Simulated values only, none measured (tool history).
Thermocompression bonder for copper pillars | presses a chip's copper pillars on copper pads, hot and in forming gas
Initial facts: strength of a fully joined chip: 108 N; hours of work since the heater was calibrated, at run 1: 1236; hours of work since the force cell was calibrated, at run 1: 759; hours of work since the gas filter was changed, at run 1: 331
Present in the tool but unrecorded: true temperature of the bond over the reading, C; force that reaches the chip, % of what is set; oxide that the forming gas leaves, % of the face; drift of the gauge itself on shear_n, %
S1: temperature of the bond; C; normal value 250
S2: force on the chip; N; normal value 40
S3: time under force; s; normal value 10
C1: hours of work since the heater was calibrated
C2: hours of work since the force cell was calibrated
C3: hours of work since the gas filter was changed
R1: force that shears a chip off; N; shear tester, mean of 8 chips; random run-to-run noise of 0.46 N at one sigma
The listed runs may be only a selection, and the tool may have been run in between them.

run    hour   S1  S2  S3    C1    C2   C3    R1
  1       0  250  40  10  1236   759  331  68.9
  2    65.9  250  40  10  1284   807  379  68.7
       78.8  -- heater calibrated with a thermocouple chip
      103.4  -- forming gas filter changed
  3   160.2  250  40  10    59   874   42  68.9
  4   220.1  250  40  10   103   918   85    69
  5   270.1  250  40  22   140   955  122    83
  6   315.9  250  40  10   173   988  155  68.4
  7   375.8  250  40  10   217  1032  199  67.9
  8   443.3  250  40  10   266  1081  249  66.1
  9   508.8  250  40  10   314  1129  296  66.2
 10   580.6  250  40  10   367  1182  349    66
 11   622.3  250  40  10   397  1212  379  65.2
      653.7  -- forming gas filter changed
 12   701.9  250  40  10   455  1270   35  70.1
 13   754.5  250  37  10   493  1309   74  66.5
 14   844.8  250  45  10   559  1375  140  73.6
 15   921.3  250  45  10   615  1431  196  72.6
 16  1015.3  250  45  10   684  1499  264  72.4
 17    1087  243  40  10   737  1552  317  62.6
 18    1134  243  40  10   771  1586  351  60.8
 19    1193  273  40  10   814  1629  394  81.2
     1209.6  -- forming gas filter changed
 20  1247.4  273  40  10   853  1669   28  88.3
 21  1336.1  250  26   7   918  1734   92  46.8
     1369.8  -- force cell calibrated
 22  1378.5  223  25   7   948     6  122  30.2
 23  1444.7  239  25  18   997    55  171  54.6
 24  1521.4  239  25  18  1053   111  227  54.5
 25  1568.7  239  25  18  1087   145  261  54.3
 26  1618.5  239  25  18  1124   182  298  54.2
 27  1695.7  258  45  15  1180   238  354  85.7
 28  1744.7  229  32   6  1216   274  390  37.8
     1762.7  -- forming gas filter changed
 29  1794.8  225  40  10  1252   310   23  55.4
     1855.9  -- heater calibrated with a thermocouple chip
 30    1886  250  25  10    22   376   89  51.2
 31    1950  250  25  10    69   422  135  50.9
 32  2027.8  280  27  10   126   479  192  74.4
 33  2090.6  280  27  10   172   525  238  73.2
 34  2130.4  267  34  17   201   554  267  82.7
 35  2207.2  267  34  17   257   611  324  82.2
 36  2296.8  267  34  17   322   676  389  80.1
     2316.7  -- forming gas filter changed
 37    2365  227  40  11   372   726   35  56.3
 38  2427.3  227  40  11   418   771   81  55.4

Predict each of these 3 candidate next runs independently; none follows another, all start after run 38:
  A  2520.8  250  25  11  486  839  149   ?
  B  2520.8  267  43  11  486  839  149   ?
  C  2520.8  263  40  10  486  839  149   ?

run    R1
  A  53.7
  B  86.9
  C    80
Had the tool no hidden state, the same runs would have come out as:
run    R1
  A  53.4
  B  88.2
  C  80.8
